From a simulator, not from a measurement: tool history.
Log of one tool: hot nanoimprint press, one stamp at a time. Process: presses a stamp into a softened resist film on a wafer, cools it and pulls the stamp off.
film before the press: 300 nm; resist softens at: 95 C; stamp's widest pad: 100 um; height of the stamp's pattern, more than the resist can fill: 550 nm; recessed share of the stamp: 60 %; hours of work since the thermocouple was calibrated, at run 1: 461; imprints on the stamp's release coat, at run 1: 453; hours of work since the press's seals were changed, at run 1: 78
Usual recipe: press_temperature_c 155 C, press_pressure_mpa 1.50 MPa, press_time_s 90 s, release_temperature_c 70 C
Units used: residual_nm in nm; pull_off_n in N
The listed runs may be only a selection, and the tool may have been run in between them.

| run | day | press_temperature_c | press_pressure_mpa | press_time_s | release_temperature_c | hours of work since the thermocouple was calibrated | imprints on the stamp's release coat | hours of work since the press's seals were changed | residual_nm | pull_off_n |
|---|---|---|---|---|---|---|---|---|---|---|
| 1 | 0.000 | 155 | 1.50 | 90 | 70 | 461 | 453 | 78 | 104.1 | 150 |
| 2 | 0.396 | 155 | 1.50 | 90 | 70 | 465 | 472 | 82 | 105.9 | 151 |
| 3 | 0.617 | 155 | 1.50 | 90 | 75 | 467 | 484 | 84 | 103.8 | 138 |
| 4 | 0.875 | 164 | 1.50 | 90 | 70 | 470 | 496 | 86 | 68.0 | 149 |
|  | 1.225 | plate thermocouple calibrated |
| 5 | 1.262 | 155 | 1.50 | 90 | 70 | 0 | 509 | 89 | 112.6 | 156 |
| 6 | 1.567 | 155 | 1.50 | 90 | 70 | 3 | 524 | 92 | 113.8 | 161 |
| 7 | 1.762 | 155 | 1.50 | 90 | 70 | 5 | 534 | 94 | 112.0 | 156 |
| 8 | 2.138 | 155 | 1.50 | 90 | 70 | 9 | 553 | 97 | 111.9 | 159 |
| 9 | 2.542 | 155 | 1.44 | 90 | 70 | 13 | 573 | 101 | 114.3 | 155 |
| 10 | 2.971 | 155 | 1.44 | 90 | 70 | 17 | 594 | 106 | 112.6 | 160 |
| 11 | 3.325 | 155 | 1.31 | 90 | 70 | 21 | 612 | 109 | 119.5 | 157 |
| 12 | 3.725 | 155 | 1.31 | 90 | 70 | 25 | 631 | 113 | 118.2 | 163 |
| 13 | 4.025 | 155 | 1.31 | 90 | 70 | 27 | 646 | 116 | 117.5 | 161 |
| 14 | 4.354 | 155 | 1.31 | 90 | 70 | 31 | 663 | 119 | 119.3 | 162 |
| 15 | 4.596 | 155 | 1.31 | 90 | 70 | 33 | 675 | 122 | 118.9 | 158 |
| 16 | 4.812 | 155 | 1.78 | 90 | 72 | 35 | 685 | 124 | 102.7 | 156 |
| 17 | 5.067 | 153 | 1.50 | 66 | 70 | 38 | 698 | 126 | 138.9 | 164 |
|  | 5.592 | stamp cleaned and given a new release coat |
| 18 | 5.679 | 166 | 1.50 | 90 | 70 | 41 | 4 | 130 | 66.2 | 146 |
| 19 | 5.925 | 155 | 0.95 | 90 | 70 | 44 | 16 | 132 | 134.0 | 145 |
| 20 | 6.288 | 164 | 1.66 | 153 | 69 | 47 | 34 | 136 | 54.3 | 147 |
| 21 | 6.575 | 164 | 1.66 | 153 | 56 | 50 | 48 | 138 | 53.8 | 182 |
| 22 | 6.979 | 160 | 1.66 | 113 | 56 | 54 | 69 | 142 | 73.9 | 185 |
| 23 | 7.333 | 159 | 2.09 | 90 | 62 | 57 | 86 | 146 | 77.5 | 165 |
| 24 | 7.600 | 159 | 2.09 | 90 | 62 | 60 | 99 | 149 | 78.7 | 166 |
| 25 | 7.846 | 152 | 1.50 | 113 | 74 | 62 | 112 | 151 | 116.2 | 138 |
| 26 | 8.192 | 151 | 1.50 | 113 | 75 | 66 | 129 | 154 | 121.2 | 136 |
| 27 | 8.483 | 147 | 1.04 | 113 | 72 | 69 | 143 | 157 | 175.1 | 142 |
| 28 | 8.879 | 147 | 1.04 | 113 | 72 | 73 | 163 | 161 | 172.8 | 143 |
| 29 | 9.279 | 147 | 1.04 | 113 | 72 | 76 | 182 | 165 | 171.4 | 142 |
| 30 | 9.638 | 162 | 1.25 | 81 | 68 | 80 | 200 | 168 | 90.3 | 151 |

Below are 4 alternative next runs, each starting from the tool's condition after run 30. Predict each:
| A | 9.892 | 155 | 2.17 | 90 | 70 | 82 | 213 | 171 | ? | ? |
| B | 9.892 | 158 | 1.11 | 104 | 68 | 82 | 213 | 171 | ? | ? |
| C | 9.892 | 162 | 1.25 | 45 | 68 | 82 | 213 | 171 | ? | ? |
| D | 9.892 | 162 | 0.97 | 81 | 62 | 82 | 213 | 171 | ? | ? |

| run | residual_nm | pull_off_n |
|---|---|---|
| A | 93.9 | 150 |
| B | 104.3 | 151 |
| C | 115.5 | 154 |
| D | 101.7 | 169 |
Without the tool's unlogged condition, the same runs would have read:
| run | residual_nm | pull_off_n |
|---|---|---|
| A | 95.9 | 146 |
| B | 106.4 | 147 |
| C | 117.6 | 150 |
| D | 103.7 | 164 |
